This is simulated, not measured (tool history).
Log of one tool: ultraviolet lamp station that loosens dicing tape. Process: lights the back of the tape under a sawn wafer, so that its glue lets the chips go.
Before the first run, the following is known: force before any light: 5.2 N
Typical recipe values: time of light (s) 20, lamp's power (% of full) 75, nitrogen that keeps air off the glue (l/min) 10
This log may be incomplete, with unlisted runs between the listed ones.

| run | day | time of light (s) | lamp's power (% of full) | nitrogen that keeps air off the glue (l/min) | force that peels the tape off (N) | light that reached the tape (J/m2) |
|---|---|---|---|---|---|---|
| 1 | 0.000 | 20 | 75 | 10 | 0.427 | 4160 |
| 2 | 0.333 | 12 | 75 | 10 | 1.035 | 2530 |
| 3 | 0.500 | 12 | 75 | 10 | 1.009 | 2460 |
| 4 | 0.879 | 12 | 75 | 10 | 1.023 | 2460 |
| 5 | 1.196 | 20 | 75 | 10 | 0.400 | 4140 |
| 6 | 1.379 | 22 | 75 | 10 | 0.330 | 4560 |
| 7 | 1.575 | 20 | 75 | 3 | 1.026 | 4160 |
| 8 | 1.862 | 20 | 75 | 19 | 0.265 | 4070 |
| 9 | 2.150 | 20 | 75 | 10 | 0.407 | 4140 |
| 10 | 2.379 | 20 | 75 | 10 | 0.393 | 4160 |
| 11 | 2.762 | 20 | 75 | 10 | 0.430 | 4110 |
| 12 | 3.038 | 20 | 68 | 10 | 0.496 | 3690 |
| 13 | 3.329 | 20 | 68 | 10 | 0.502 | 3740 |
| 14 | 3.558 | 20 | 68 | 10 | 0.488 | 3750 |
| 15 | 3.717 | 20 | 68 | 10 | 0.509 | 3770 |
| 16 | 3.925 | 20 | 68 | 10 | 0.497 | 3720 |
| 17 | 4.183 | 20 | 68 | 10 | 0.486 | 3710 |
| 18 | 4.383 | 20 | 68 | 10 | 0.492 | 3790 |
| 19 | 4.696 | 20 | 75 | 10 | 0.400 | 4090 |

What does the tool deliver on the next run?
|  | 4.821 | window cleaned of glue's vapour |
| 20 | 5.092 | 20 | 75 | 10 | ? | ? |

force that peels the tape off (N): 0.400
light that reached the tape (J/m2): 4110
If the tool had no hidden condition, the same run with the same run-to-run variation would have returned force that peels the tape off (N) 0.400, light that reached the tape (J/m2) 4110.
